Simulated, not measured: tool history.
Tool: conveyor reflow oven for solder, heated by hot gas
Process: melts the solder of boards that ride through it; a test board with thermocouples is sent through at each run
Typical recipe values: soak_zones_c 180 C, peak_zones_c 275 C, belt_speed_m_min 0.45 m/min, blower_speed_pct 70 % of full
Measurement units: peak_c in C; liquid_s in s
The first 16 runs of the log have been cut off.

| run | hour | soak_zones_c | peak_zones_c | belt_speed_m_min | blower_speed_pct | hours of work since the flux was cleaned out | hours of work since the belt drive was overhauled | hours of work since the thermocouples were changed | peak_c | liquid_s |
|---|---|---|---|---|---|---|---|---|---|---|
| 17 | 219.9 | 180 | 281 | 0.45 | 70 | 66 | 506 | 429 | 264.3 | 91.4 |
| 18 | 231.6 | 189 | 275 | 0.45 | 70 | 74 | 514 | 437 | 259.9 | 94.4 |
| 19 | 242.6 | 189 | 275 | 0.45 | 70 | 82 | 522 | 445 | 260.4 | 93.4 |
| 20 | 251.1 | 180 | 281 | 0.438 | 70 | 88 | 528 | 450 | 264.7 | 94.2 |
| 21 | 261.6 | 193 | 264 | 0.429 | 76 | 95 | 535 | 458 | 253.2 | 96.7 |
| 22 | 276.6 | 191 | 277 | 0.45 | 50 | 106 | 546 | 468 | 258.8 | 92.9 |
| 23 | 288 | 188 | 286 | 0.504 | 62 | 113 | 554 | 476 | 264.2 | 85.7 |
| 24 | 305.4 | 186 | 275 | 0.45 | 88 | 126 | 566 | 488 | 262.3 | 95.2 |
| 25 | 315.1 | 180 | 270 | 0.441 | 64 | 132 | 572 | 495 | 253.5 | 85 |
| 26 | 333.2 | 180 | 270 | 0.441 | 64 | 145 | 585 | 507 | 253.7 | 86.3 |
| 27 | 351.6 | 180 | 275 | 0.535 | 56 | 158 | 598 | 520 | 249.4 | 63.9 |
| 28 | 361 | 177 | 289 | 0.45 | 70 | 164 | 604 | 527 | 270.3 | 94.9 |
| 29 | 381.7 | 180 | 275 | 0.508 | 73 | 178 | 618 | 541 | 255.3 | 74.5 |
| 30 | 400 | 180 | 275 | 0.508 | 73 | 191 | 631 | 554 | 254.9 | 75.4 |

Below are 4 alternative next runs, each starting from the tool's condition after run 30. Predict each:
| A | 418.2 | 181 | 275 | 0.409 | 73 | 204 | 644 | 566 | ? | ? |
| B | 418.2 | 180 | 275 | 0.45 | 65 | 204 | 644 | 566 | ? | ? |
| C | 418.2 | 180 | 275 | 0.415 | 88 | 204 | 644 | 566 | ? | ? |
| D | 418.2 | 180 | 275 | 0.539 | 73 | 204 | 644 | 566 | ? | ? |

| run | peak_c | liquid_s |
|---|---|---|
| A | 261.9 | 102.2 |
| B | 257.9 | 87 |
| C | 263.2 | 101.4 |
| D | 252.9 | 67.9 |
With the hidden condition removed and each run's random variation left untouched, the same runs would have given:
| run | peak_c | liquid_s |
|---|---|---|
| A | 261.8 | 102 |
| B | 257.8 | 86.8 |
| C | 263.1 | 101.2 |
| D | 252.8 | 67.7 |

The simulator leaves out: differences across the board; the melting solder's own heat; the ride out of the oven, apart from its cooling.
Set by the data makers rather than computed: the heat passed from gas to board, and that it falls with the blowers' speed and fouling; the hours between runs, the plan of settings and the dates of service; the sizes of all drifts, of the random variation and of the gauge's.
